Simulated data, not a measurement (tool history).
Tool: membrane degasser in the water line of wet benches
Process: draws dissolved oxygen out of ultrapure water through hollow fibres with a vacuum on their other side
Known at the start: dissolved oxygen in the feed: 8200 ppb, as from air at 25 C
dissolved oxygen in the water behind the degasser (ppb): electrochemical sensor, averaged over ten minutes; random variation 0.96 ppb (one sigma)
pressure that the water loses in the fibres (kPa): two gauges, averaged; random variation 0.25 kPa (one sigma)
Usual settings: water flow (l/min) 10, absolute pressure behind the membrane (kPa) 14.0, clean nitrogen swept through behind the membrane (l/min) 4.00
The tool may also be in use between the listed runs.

| run | day | water flow (l/min) | absolute pressure behind the membrane (kPa) | clean nitrogen swept through behind the membrane (l/min) | dissolved oxygen in the water behind the degasser (ppb) | pressure that the water loses in the fibres (kPa) |
|---|---|---|---|---|---|---|
| 1 | 0.000 | 10 | 14.0 | 4.00 | 102.0 | 68.90 |
|  | 6.133 | seals of the vacuum lines changed |
| 2 | 7.679 | 10 | 25.0 | 4.00 | 165.2 | 69.41 |
| 3 | 17.750 | 10 | 25.0 | 4.00 | 168.4 | 69.51 |
| 4 | 23.154 | 7 | 14.0 | 4.00 | 64.7 | 47.96 |
| 5 | 28.558 | 10 | 14.0 | 4.51 | 92.0 | 69.19 |
| 6 | 38.471 | 10 | 14.0 | 4.51 | 92.5 | 69.66 |
|  | 44.117 | vacuum gauge calibrated |
| 7 | 46.525 | 10 | 14.0 | 10.61 | 58.0 | 69.72 |
| 8 | 55.450 | 10 | 14.0 | 10.61 | 58.9 | 69.73 |
| 9 | 65.462 | 10 | 14.0 | 10.61 | 58.8 | 69.36 |
| 10 | 71.217 | 10 | 14.0 | 2.16 | 161.7 | 69.81 |
| 11 | 75.388 | 10 | 14.0 | 2.16 | 158.8 | 69.76 |
|  | 76.525 | vacuum gauge calibrated, once more |
| 12 | 79.979 | 10 | 14.0 | 4.00 | 100.2 | 69.80 |
| 13 | 85.204 | 10 | 14.0 | 4.00 | 101.2 | 69.77 |
| 14 | 91.746 | 10 | 14.0 | 4.00 | 102.0 | 69.94 |
| 15 | 96.479 | 10 | 14.0 | 4.00 | 101.6 | 70.02 |
| 16 | 103.379 | 11 | 9.9 | 4.00 | 86.3 | 77.19 |
| 17 | 112.971 | 11 | 18.3 | 4.00 | 142.0 | 76.94 |
| 18 | 120.038 | 8 | 9.2 | 3.60 | 56.3 | 56.51 |
| 19 | 124.142 | 8 | 9.2 | 3.60 | 56.9 | 55.83 |
| 20 | 134.104 | 8 | 9.1 | 4.00 | 53.0 | 56.26 |
| 21 | 140.108 | 8 | 9.1 | 4.00 | 54.2 | 56.32 |
| 22 | 148.275 | 8 | 10.9 | 4.91 | 55.2 | 56.57 |
| 23 | 154.217 | 8 | 10.9 | 4.91 | 56.4 | 56.62 |
| 24 | 161.958 | 7 | 8.8 | 4.91 | 38.7 | 49.59 |
| 25 | 167.462 | 13 | 20.6 | 5.73 | 155.8 | 91.38 |
| 26 | 175.142 | 9 | 14.0 | 6.12 | 69.2 | 63.58 |

3 ways to go on from here, each from the tool as it stands after run 26. What would each give?
| A | 179.733 | 13 | 10.5 | 5.97 | ? | ? |
| B | 179.733 | 9 | 15.8 | 6.12 | ? | ? |
| C | 179.733 | 7 | 18.5 | 4.15 | ? | ? |

| run | dissolved oxygen in the water behind the degasser (ppb) | pressure that the water loses in the fibres (kPa) |
|---|---|---|
| A | 98.1 | 92.10 |
| B | 76.4 | 63.13 |
| C | 86.9 | 49.67 |
Without the tool's hidden state the same runs would have given:
| run | dissolved oxygen in the water behind the degasser (ppb) | pressure that the water loses in the fibres (kPa) |
|---|---|---|
| A | 80.4 | 86.30 |
| B | 65.0 | 59.14 |
| C | 76.8 | 46.56 |
